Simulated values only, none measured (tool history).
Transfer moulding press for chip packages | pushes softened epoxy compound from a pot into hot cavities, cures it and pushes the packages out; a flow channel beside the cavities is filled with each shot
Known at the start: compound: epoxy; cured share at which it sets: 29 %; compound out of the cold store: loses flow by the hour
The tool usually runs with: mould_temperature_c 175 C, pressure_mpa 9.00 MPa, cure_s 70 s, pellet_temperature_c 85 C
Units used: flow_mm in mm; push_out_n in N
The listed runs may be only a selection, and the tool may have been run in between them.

run	hour	mould_temperature_c	pressure_mpa	cure_s	pellet_temperature_c	incoming compound's hours out of the cold store	flow_mm	push_out_n
1	0.0	175	9.00	70	85	31.9	739	364
2	9.6	175	9.00	70	85	18.1	808	412
3	17.2	175	9.00	70	85	21.3	784	431
4	25.0	175	9.00	70	85	40.1	698	409
5	34.7	175	9.00	70	85	34.1	723	438
6	43.8	170	9.00	70	85	13.4	832	704
7	51.6	175	9.00	70	91	24.9	767	460
8	59.9	175	9.00	70	91	27.3	743	468
9	71.4	175	9.00	70	91	14.1	814	480
# hour 78.0: cavities cleaned with cleaning compound and waxed
10	82.2	175	9.00	70	91	46.9	655	277
11	92.7	177	9.00	70	85	20.3	784	299
12	103.2	175	10.01	70	85	16.2	841	366
13	110.5	175	9.00	70	85	28.2	733	376
14	119.9	175	9.00	70	85	36.5	711	370
15	130.7	175	9.00	70	85	41.1	683	418
16	142.7	175	9.00	70	85	26.9	738	436
17	154.5	182	9.00	96	85	23.4	747	291
18	162.5	182	9.00	96	85	15.9	781	296
19	172.3	182	7.60	89	85	25.1	672	326
# hour 180.9: cavities cleaned with cleaning compound and waxed
20	183.0	175	9.87	70	86	25.3	765	283
21	190.8	177	7.33	70	91	11.1	734	281
# hour 199.8: mould's thermocouples calibrated
22	204.4	181	6.83	110	84	10.7	705	223
23	213.1	175	7.05	82	85	46.3	569	281
24	221.8	175	7.05	82	85	40.1	604	293
# hour 228.0: plunger's sealing rings changed
25	231.4	175	9.87	82	91	26.3	831	319

Estimate the outcome of run 26 from the log above:
26	241.7	175	8.99	89	87	30.7	?	?

{"run 26": {"flow_mm": 753, "push_out_n": 300}}
If the tool had no hidden condition, the same run with the same run-to-run variation would have returned flow_mm 756 mm, push_out_n 192 N.

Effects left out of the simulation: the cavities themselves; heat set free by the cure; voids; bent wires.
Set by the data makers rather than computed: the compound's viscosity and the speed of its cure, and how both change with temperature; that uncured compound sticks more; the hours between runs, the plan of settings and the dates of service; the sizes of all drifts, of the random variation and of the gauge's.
